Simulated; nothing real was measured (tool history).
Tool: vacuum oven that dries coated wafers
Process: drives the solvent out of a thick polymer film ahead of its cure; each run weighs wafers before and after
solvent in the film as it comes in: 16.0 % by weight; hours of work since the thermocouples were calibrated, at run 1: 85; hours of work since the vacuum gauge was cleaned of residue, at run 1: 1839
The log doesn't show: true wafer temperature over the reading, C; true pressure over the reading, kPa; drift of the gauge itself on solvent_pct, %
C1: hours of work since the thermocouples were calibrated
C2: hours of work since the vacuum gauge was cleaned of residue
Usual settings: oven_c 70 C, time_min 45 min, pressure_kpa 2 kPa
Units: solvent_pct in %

Run 1, hour 0: usual settings; C1 85; C2 1839. Result: solvent_pct 3.63 %.
Run 2, hour 73.7: usual settings; C1 141; C2 1895. Result: solvent_pct 3.69 %.
Run 3, hour 112.2: usual settings; C1 170; C2 1924. Result: solvent_pct 3.83 %.
Run 4, hour 152: usual settings; C1 200; C2 1954. Result: solvent_pct 3.74 %.
Run 5, hour 220.1: usual settings; C1 252; C2 2005. Result: solvent_pct 3.75 %.
Run 6, hour 269: usual settings; C1 289; C2 2042. Result: solvent_pct 3.98 %.
Run 7, hour 354.5: usual settings; C1 353; C2 2107. Result: solvent_pct 3.92 %.
Run 8, hour 407: usual settings; C1 393; C2 2147. Result: solvent_pct 3.99 %.
Run 9, hour 446.2: usual settings; C1 422; C2 2176. Result: solvent_pct 3.98 %.
Run 10, hour 507.2: usual settings but oven_c 81 C, time_min 41 min, pressure_kpa 4.59 kPa; C1 468; C2 2222. Result: solvent_pct 3.01 %.
At hour 516.4: oven's thermocouples calibrated.
Run 11, hour 573.2: usual settings but time_min 53 min, pressure_kpa 4.59 kPa; C1 43; C2 2271. Result: solvent_pct 5.62 %.

Run 12 comes next. What will it give?
Run 12, hour 667.7: usual settings but oven_c 68 C, time_min 65 min, pressure_kpa 1.67 kPa; C1 114; C2 2342. Result: solvent_pct ?.

Run 12 gave solvent_pct 3.29 %.
Without the tool's hidden state the same run would have given solvent_pct 2.66 %.
